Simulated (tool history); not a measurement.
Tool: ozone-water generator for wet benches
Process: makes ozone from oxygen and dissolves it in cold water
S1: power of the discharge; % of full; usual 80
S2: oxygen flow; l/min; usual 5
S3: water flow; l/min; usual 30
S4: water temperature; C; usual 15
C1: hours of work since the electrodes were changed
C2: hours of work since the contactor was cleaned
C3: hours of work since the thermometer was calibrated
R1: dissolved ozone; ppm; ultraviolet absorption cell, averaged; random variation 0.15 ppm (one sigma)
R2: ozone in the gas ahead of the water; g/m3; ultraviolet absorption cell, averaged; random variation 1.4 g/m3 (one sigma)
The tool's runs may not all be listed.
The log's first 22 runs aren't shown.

Run 23, hour 1120.3: usual settings but S1 53 % of full, S2 2.94 l/min, S3 25 l/min, S4 16 C; C1 1351; C2 4149; C3 4359. Result: R1 14.9 ppm, R2 263.3 g/m3.
Run 24, hour 1149.2: usual settings but S2 8.43 l/min, S4 8 C; C1 1374; C2 4172; C3 4382. Result: R1 18.8 ppm, R2 182.1 g/m3.
Run 25, hour 1187.6: usual settings but S1 58 % of full; C1 1404; C2 4203; C3 4412. Result: R1 13.8 ppm, R2 198.9 g/m3.
Run 26, hour 1254.3: usual settings but S1 58 % of full; C1 1457; C2 4255; C3 4465. Result: R1 13.7 ppm, R2 198.9 g/m3.
Run 27, hour 1293.4: usual settings but S1 41 % of full, S3 43 l/min; C1 1488; C2 4286; C3 4496. Result: R1 6.7 ppm, R2 152.7 g/m3.
Run 28, hour 1338.7: usual settings but S3 39 l/min; C1 1524; C2 4322; C3 4531. Result: R1 12.2 ppm, R2 251.8 g/m3.
Run 29, hour 1406.2: usual settings but S3 37 l/min, S4 8 C; C1 1577; C2 4375; C3 4585. Result: R1 14.2 ppm, R2 252.8 g/m3.
Run 30, hour 1437: usual settings but S3 37 l/min, S4 8 C; C1 1601; C2 4399; C3 4609. Result: R1 14 ppm, R2 252.4 g/m3.
Run 31, hour 1475.2: usual settings but S3 37 l/min, S4 8 C; C1 1631; C2 4430; C3 4639. Result: R1 13.9 ppm, R2 252.7 g/m3.
Run 32, hour 1507.2: usual settings but S2 6.88 l/min, S3 42 l/min, S4 20 C; C1 1657; C2 4455; C3 4664. Result: R1 10.9 ppm, R2 206.8 g/m3.

Forecast each of these 3 alternatives for the next run:
Run A, hour 1542.6: usual settings but S1 63 % of full, S4 19 C; C1 1684; C2 4483; C3 4692. Result: R1 ?, R2 ?.
Run B, hour 1542.6: usual settings but S2 5.77 l/min, S3 26 l/min, S4 22 C; C1 1684; C2 4483; C3 4692. Result: R1 ?, R2 ?.
Run C, hour 1542.6: usual settings but S3 41 l/min, S4 22 C; C1 1684; C2 4483; C3 4692. Result: R1 ?, R2 ?.

run    R1     R2
  A  13.6  210.3
  B  18.1  231.2
  C    11  250.1
Without the tool's hidden state the same runs would have given:
run    R1     R2
  A  15.6  216.3
  B  20.6  239.1
  C  12.7  258.7
